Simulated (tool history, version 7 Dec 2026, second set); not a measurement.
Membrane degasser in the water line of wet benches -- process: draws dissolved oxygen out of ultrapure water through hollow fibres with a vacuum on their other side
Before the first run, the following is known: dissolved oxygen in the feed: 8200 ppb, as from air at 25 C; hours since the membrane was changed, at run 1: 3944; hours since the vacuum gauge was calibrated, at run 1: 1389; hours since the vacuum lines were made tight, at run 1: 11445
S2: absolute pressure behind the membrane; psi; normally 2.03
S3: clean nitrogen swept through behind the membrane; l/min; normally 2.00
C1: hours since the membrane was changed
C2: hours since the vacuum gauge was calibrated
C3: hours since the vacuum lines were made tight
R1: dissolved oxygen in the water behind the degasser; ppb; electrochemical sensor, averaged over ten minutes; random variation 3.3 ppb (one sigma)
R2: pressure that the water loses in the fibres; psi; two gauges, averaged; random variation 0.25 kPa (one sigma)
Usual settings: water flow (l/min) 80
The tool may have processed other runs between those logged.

Run 1, day 0.000: usual settings; C1 3944; C2 1389; C3 11445. Result: R1 822.7 ppb, R2 9.625 psi.
Run 2, day 4.979: usual settings but water flow (l/min) 108; C1 4063; C2 1509; C3 11564. Result: R1 1062.7 ppb, R2 13.048 psi.
Run 3, day 13.312: usual settings; C1 4263; C2 1709; C3 11764. Result: R1 828.1 ppb, R2 9.712 psi.
Run 4, day 17.812: usual settings; C1 4371; C2 1817; C3 11872. Result: R1 825.3 ppb, R2 9.646 psi.
Run 5, day 23.308: usual settings; C1 4503; C2 1949; C3 12004. Result: R1 825.3 ppb, R2 9.678 psi.
Run 6, day 31.354: usual settings but S3 1.05 l/min; C1 4696; C2 2142; C3 12197. Result: R1 1267.9 ppb, R2 9.710 psi.
Run 7, day 38.121: usual settings but S3 1.05 l/min; C1 4859; C2 2304; C3 12360. Result: R1 1268.2 ppb, R2 9.686 psi.
Run 8, day 43.617: usual settings but water flow (l/min) 79; C1 4991; C2 2436; C3 12492. Result: R1 825.1 ppb, R2 9.629 psi.
Run 9, day 51.921: usual settings but water flow (l/min) 53; C1 5190; C2 2635; C3 12691. Result: R1 584.6 ppb, R2 6.451 psi.
At day 52.646: vacuum gauge calibrated.
Run 10, day 56.121: usual settings but water flow (l/min) 53, S3 1.13 l/min; C1 5290; C2 83; C3 12791. Result: R1 909.1 ppb, R2 6.376 psi.
Run 11, day 64.383: usual settings but water flow (l/min) 53, S2 2.81 psi, S3 1.13 l/min; C1 5489; C2 282; C3 12990. Result: R1 1300.8 ppb, R2 6.430 psi.
Run 12, day 69.500: usual settings but water flow (l/min) 53, S2 2.81 psi, S3 1.13 l/min; C1 5611; C2 405; C3 13112. Result: R1 1290.0 ppb, R2 6.453 psi.
At day 78.908: vacuum gauge calibrated, once more.
Run 13, day 79.646: usual settings but S2 1.32 psi; C1 5854; C2 18; C3 13355. Result: R1 485.2 ppb, R2 9.780 psi.
Run 14, day 88.433: usual settings but S2 1.32 psi, S3 3.38 l/min; C1 6065; C2 229; C3 13566. Result: R1 328.4 ppb, R2 9.690 psi.
Run 15, day 94.554: usual settings but S2 1.32 psi, S3 3.38 l/min; C1 6212; C2 375; C3 13713. Result: R1 331.6 ppb, R2 9.762 psi.
Run 16, day 99.100: usual settings but S2 2.96 psi, S3 3.38 l/min; C1 6321; C2 485; C3 13822. Result: R1 842.1 ppb, R2 9.762 psi.
Run 17, day 107.342: usual settings but S2 1.28 psi, S3 4.74 l/min; C1 6519; C2 682; C3 14020. Result: R1 246.2 ppb, R2 9.780 psi.
Run 18, day 113.942: usual settings but S2 1.28 psi, S3 4.74 l/min; C1 6678; C2 841; C3 14178. Result: R1 244.2 ppb, R2 9.758 psi.
Run 19, day 119.500: usual settings but S2 1.28 psi, S3 4.74 l/min; C1 6811; C2 974; C3 14312. Result: R1 246.1 ppb, R2 9.722 psi.
Run 20, day 127.050: usual settings but water flow (l/min) 103, S2 2.74 psi, S3 4.50 l/min; C1 6992; C2 1155; C3 14493. Result: R1 804.0 ppb, R2 12.621 psi.
Run 21, day 133.542: usual settings but water flow (l/min) 68, S2 5.06 psi, S3 5.00 l/min; C1 7148; C2 1311; C3 14649. Result: R1 915.1 ppb, R2 8.330 psi.
Run 22, day 141.404: usual settings but water flow (l/min) 74, S3 2.67 l/min; C1 7337; C2 1500; C3 14838. Result: R1 631.2 ppb, R2 9.082 psi.
Run 23, day 148.379: usual settings but water flow (l/min) 96, S3 0.86 l/min; C1 7504; C2 1667; C3 15005. Result: R1 1605.5 ppb, R2 11.797 psi.
Run 24, day 153.588: usual settings but water flow (l/min) 96, S3 0.86 l/min; C1 7629; C2 1792; C3 15130. Result: R1 1617.1 ppb, R2 11.773 psi.
At day 156.488: seals of the vacuum lines changed.
Run 25, day 161.233: usual settings but water flow (l/min) 82, S3 2.50 l/min; C1 7811; C2 1974; C3 114. Result: R1 726.9 ppb, R2 10.066 psi.
Run 26, day 169.800: usual settings but water flow (l/min) 82, S3 2.50 l/min; C1 8016; C2 2179; C3 319. Result: R1 718.9 ppb, R2 10.051 psi.
Run 27, day 178.262: usual settings but water flow (l/min) 82, S3 2.50 l/min; C1 8219; C2 2382; C3 523. Result: R1 725.7 ppb, R2 10.160 psi.
Run 28, day 185.450: usual settings but water flow (l/min) 82, S3 2.50 l/min; C1 8392; C2 2555; C3 695. Result: R1 725.6 ppb, R2 10.084 psi.
Run 29, day 189.729: usual settings but water flow (l/min) 100, S3 3.17 l/min; C1 8494; C2 2658; C3 798. Result: R1 734.7 ppb, R2 12.422 psi.
Run 30, day 197.292: usual settings but water flow (l/min) 100, S3 3.17 l/min; C1 8676; C2 2839; C3 979. Result: R1 732.0 ppb, R2 12.335 psi.
Run 31, day 205.821: usual settings but water flow (l/min) 100, S2 2.15 psi, S3 1.78 l/min; C1 8881; C2 3044; C3 1184. Result: R1 1158.2 ppb, R2 12.357 psi.

Results for each run, recomputed without the tool's hidden state and with each run's random variation untouched:
Hidden state present: membrane still open, %; true pressure behind the membrane over the reading, kPa; air that leaks in behind the membrane, l/min; drift of the gauge itself on oxygen_ppb, %; drift of the gauge itself on loss_of_pressure_kpa, %.
run      R1      R2
  1   817.2   9.423
  2  1054.3  12.768
  3   821.8   9.493
  4   818.7   9.425
  5   818.4   9.448
  6  1263.4   9.470
  7  1263.2   9.436
  8   816.9   9.375
  9   578.1   6.274
 10   902.4   6.195
 11  1293.6   6.242
 12  1282.7   6.260
 13   476.9   9.475
 14   319.9   9.377
 15   322.6   9.439
 16   832.0   9.433
 17   237.1   9.442
 18   234.9   9.411
 19   236.4   9.368
 20   787.9  12.151
 21   903.8   8.013
 22   620.2   8.728
 23  1595.3  11.327
 24  1606.4  11.294
 25   714.4   9.648
 26   706.0   9.622
 27   712.1   9.716
 28   711.6   9.632
 29   715.5  11.860
 30   712.3  11.765
 31  1135.8  11.773
